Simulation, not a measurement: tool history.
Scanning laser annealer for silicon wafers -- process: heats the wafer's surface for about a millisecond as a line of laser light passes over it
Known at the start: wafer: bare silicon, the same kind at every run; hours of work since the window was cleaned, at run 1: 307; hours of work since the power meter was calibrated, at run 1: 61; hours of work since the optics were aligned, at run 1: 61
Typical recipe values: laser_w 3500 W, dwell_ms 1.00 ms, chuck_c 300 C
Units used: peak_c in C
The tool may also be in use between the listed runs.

| run | hour | laser_w | dwell_ms | chuck_c | hours of work since the window was cleaned | hours of work since the power meter was calibrated | hours of work since the optics were aligned | peak_c |
|---|---|---|---|---|---|---|---|---|
| 1 | 0.0 | 3500 | 1.00 | 300 | 307 | 61 | 61 | 1104 |
| 2 | 20.7 | 3070 | 1.00 | 300 | 319 | 73 | 73 | 992 |
| 3 | 33.9 | 3070 | 0.74 | 300 | 326 | 81 | 81 | 906 |
| 4 | 58.6 | 3070 | 0.74 | 300 | 340 | 95 | 95 | 911 |
| 5 | 89.1 | 3070 | 0.74 | 300 | 358 | 112 | 112 | 907 |
| 6 | 110.6 | 3500 | 1.00 | 300 | 370 | 124 | 124 | 1105 |
| 7 | 139.5 | 3500 | 1.00 | 300 | 387 | 141 | 141 | 1106 |
| 8 | 158.9 | 3500 | 1.00 | 300 | 398 | 152 | 152 | 1106 |
| 9 | 184.8 | 3630 | 1.07 | 328 | 412 | 167 | 167 | 1192 |
| 10 | 204.3 | 3630 | 1.07 | 328 | 424 | 178 | 178 | 1192 |
| 11 | 225.2 | 3630 | 1.06 | 334 | 436 | 190 | 190 | 1196 |

Expected results for the next run?
| 12 | 241.2 | 3500 | 0.87 | 300 | 445 | 199 | 199 | ? |

Logged for run 12: peak_c 1057 C.
Without the tool's hidden state the same run would have given peak_c 1058 C.

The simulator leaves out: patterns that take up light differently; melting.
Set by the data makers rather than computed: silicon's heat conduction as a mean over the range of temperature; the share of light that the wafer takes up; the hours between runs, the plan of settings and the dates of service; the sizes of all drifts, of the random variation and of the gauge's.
